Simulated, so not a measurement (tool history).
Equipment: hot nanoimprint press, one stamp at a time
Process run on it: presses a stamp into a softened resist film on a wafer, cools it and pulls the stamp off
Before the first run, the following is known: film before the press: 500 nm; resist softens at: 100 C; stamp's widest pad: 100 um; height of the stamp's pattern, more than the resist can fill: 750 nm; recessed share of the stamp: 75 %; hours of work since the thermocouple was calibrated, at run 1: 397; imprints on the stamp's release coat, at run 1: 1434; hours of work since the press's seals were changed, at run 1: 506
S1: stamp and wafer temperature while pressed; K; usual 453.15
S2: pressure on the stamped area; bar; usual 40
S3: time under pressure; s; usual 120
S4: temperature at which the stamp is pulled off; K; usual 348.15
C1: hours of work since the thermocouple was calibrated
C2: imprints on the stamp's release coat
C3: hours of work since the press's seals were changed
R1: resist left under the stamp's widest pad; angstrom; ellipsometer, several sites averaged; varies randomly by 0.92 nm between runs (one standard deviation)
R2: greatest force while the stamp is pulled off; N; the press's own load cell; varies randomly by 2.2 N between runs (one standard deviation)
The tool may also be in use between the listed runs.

run   hour      S1    S2   S3      S4   C1    C2   C3    R1   R2
  1      0  453.15    40  120  348.15  397  1434  506  2869  139
  2   26.2  453.15    40  120  348.15  414  1521  522  2858  142
      54.1  -- stamp cleaned and given a new release coat
  3     70  453.15    40  120  340.15  439    52  547  2836  111
  4  123.6  453.15    40  120  340.15  473   231  582  2833  111
  5  172.1  453.15    40  120  340.15  505   391  613  2854  120
  6  199.6  453.15    40  120  340.15  523   483  631  2825  121
     232.7  -- plate thermocouple calibrated
  7    239  453.15    40  120  340.15    4   603  655  2951  122
  8  267.1  453.15    40  120  340.15   22   697  673  2923  127
  9  321.9  461.15    40  120  348.15   58   879  708  2252  116
 10  357.2  461.15    40  120  348.15   81   996  731  2233  127
 11  397.6  461.15    40  120  348.15  107  1130  757  2223  134
 12  449.6  458.15    40  219  355.15  141  1302  791  2011  124
 13  479.4  452.15    40   76  348.15  160  1401  811  3409  134
 14  532.9  452.15    40   76  348.15  195  1579  845  3404  144
     541.5  -- stamp cleaned and given a new release coat
 15  573.9  453.15    40   72  337.15  217   108  868  3349  115
 16  608.1  459.15  41.8  133  345.15  239   221  890  2242  103
 17  648.8  463.15  29.7  103  343.15  266   357  916  2549  114
 18  696.9  450.15  43.4  120  348.15  297   516  948  3081  111
 19  741.4  455.15    40  119  348.15  326   664  976  2721  113

Run 20, settings as shown, results not yet in. Your forecast:
     777.2  -- press's hydraulic seals changed and the load cell set to zero
 20  799.4  455.15  40  119  348.15  358  830  14   ?   ?

Run 20 gave R1 2665 angstrom, R2 121 N.
Take away the tool's hidden state, keep the run-to-run variation as it was, and the same run would have given R1 2749 angstrom, R2 98 N.
